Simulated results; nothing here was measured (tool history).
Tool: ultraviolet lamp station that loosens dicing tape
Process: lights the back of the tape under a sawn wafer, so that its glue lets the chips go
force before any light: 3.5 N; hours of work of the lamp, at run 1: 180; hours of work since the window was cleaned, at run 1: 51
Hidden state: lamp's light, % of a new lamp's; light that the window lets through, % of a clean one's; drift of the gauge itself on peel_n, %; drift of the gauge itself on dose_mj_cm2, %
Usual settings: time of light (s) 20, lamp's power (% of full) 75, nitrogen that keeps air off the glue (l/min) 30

run      day  time of light (s)  lamp's power (% of full)  nitrogen that keeps air off the glue (l/min)  hours of work of the lamp  hours of work since the window was cleaned  force that peels the tape off (N)  light that reached the tape (J/m2)
  1    0.000                 20                        75                                            30                        180                                          51                              0.404                                3690
  2    3.012                 20                        75                                            30                        211                                          82                              0.383                                3580
  3    5.750                 20                        79                                            30                        240                                         111                              0.386                                3660
  4    7.829                 20                        87                                            30                        261                                         133                              0.346                                4030
  5   10.896                 20                        87                                            30                        293                                         165                              0.346                                3960
  6   14.425                 29                        87                                            30                        330                                         201                              0.238                                5550
  7   17.671                 20                        75                                            30                        364                                         235                              0.481                                3230
  8   21.392                 20                        75                                            30                        403                                         274                              0.496                                3070
  9   23.662                 27                        75                                            30                        427                                         298                              0.333                                4120
 10   26.296                 27                        75                                            30                        454                                         325                              0.353                                4010
 11   28.625                 27                        75                                            30                        478                                         350                              0.347                                3990
 12   31.708                 20                        75                                            44                        511                                         382                              0.531                                2860
 13   34.004                 20                        75                                            44                        535                                         406                              0.540                                2760
 14   36.600                 20                        75                                            44                        562                                         433                              0.574                                2700
 15   39.008                 20                        73                                            44                        587                                         458                              0.573                                2640
      39.771  -- window cleaned of glue's vapour
 16   41.971                 20                        75                                            30                        618                                          23                              0.487                                3080
 17   43.675                 20                        75                                            30                        635                                          41                              0.504                                3030
 18   45.354                 20                        75                                            30                        653                                          58                              0.512                                2970
 19   49.004                 20                        75                                            30                        691                                          96                              0.564                                2960
 20   52.642                 20                        75                                            30                        729                                         134                              0.582                                2830
 21   55.496                 20                        75                                            30                        759                                         164                              0.598                                2730
 22   57.638                 20                        75                                            30                        781                                         187                              0.611                                2680
 23   59.346                 20                        77                                            14                        799                                         204                              0.777                                2780
 24   62.833                 15                        75                                            25                        835                                         241                              0.982                                1940
 25   65.708                 22                        75                                            30                        865                                         271                              0.609                                2840
 26   67.917                 22                        75                                            30                        888                                         294                              0.610                                2700
 27   70.312                 15                        75                                            10                        913                                         319                              1.340                                1830
 28   73.450                 15                        75                                            10                        946                                         352                              1.366                                1760
 29   76.717                 13                        78                                            30                        980                                         386                              1.259                                1560
 30   80.650                 37                        78                                            10                       1021                                         427                              0.450                                4250
      84.271  -- window cleaned of glue's vapour
 31   84.492                 19                        75                                            16                       1061                                           2                              0.882                                2410
 32   86.083                 27                        66                                            16                       1078                                          19                              0.651                                2970
 33   87.871                 27                        66                                            16                       1096                                          38                              0.657                                2950
 34   91.492                 27                        66                                            16                       1134                                          75                              0.701                                2850
 35   94.908                 27                        66                                            16                       1170                                         111                              0.723                                2730
 36   97.167                 27                        66                                            48                       1194                                         135                              0.546                                2690
 37  100.283                 35                        84                                            21                       1226                                         167                              0.349                                4340
 38  103.312                 35                        84                                            21                       1258                                         199                              0.356                                4180
 39  104.975                 22                        99                                            21                       1275                                         216                              0.558                                3090
     108.650  -- lamp changed
 40  108.888                 20                        72                                            31                          2                                         257                              0.437                                3400

3 ways to go on from here, each from the tool as it stands after run 40. What would each give?
  A  111.675                 12                        72                                            16                         32                                         286                                  ?                                   ?
  B  111.675                 28                        91                                             9                         32                                         286                                  ?                                   ?
  C  111.675                 20                        72                                            26                         32                                         286                                  ?                                   ?

run  force that peels the tape off (N)  light that reached the tape (J/m2)
  A                              1.080                                2010
  B                              0.304                                5870
  C                              0.477                                3350
Without the tool's hidden state the same runs would have given:
run  force that peels the tape off (N)  light that reached the tape (J/m2)
  A                              0.928                                2290
  B                              0.260                                6700
  C                              0.393                                3820
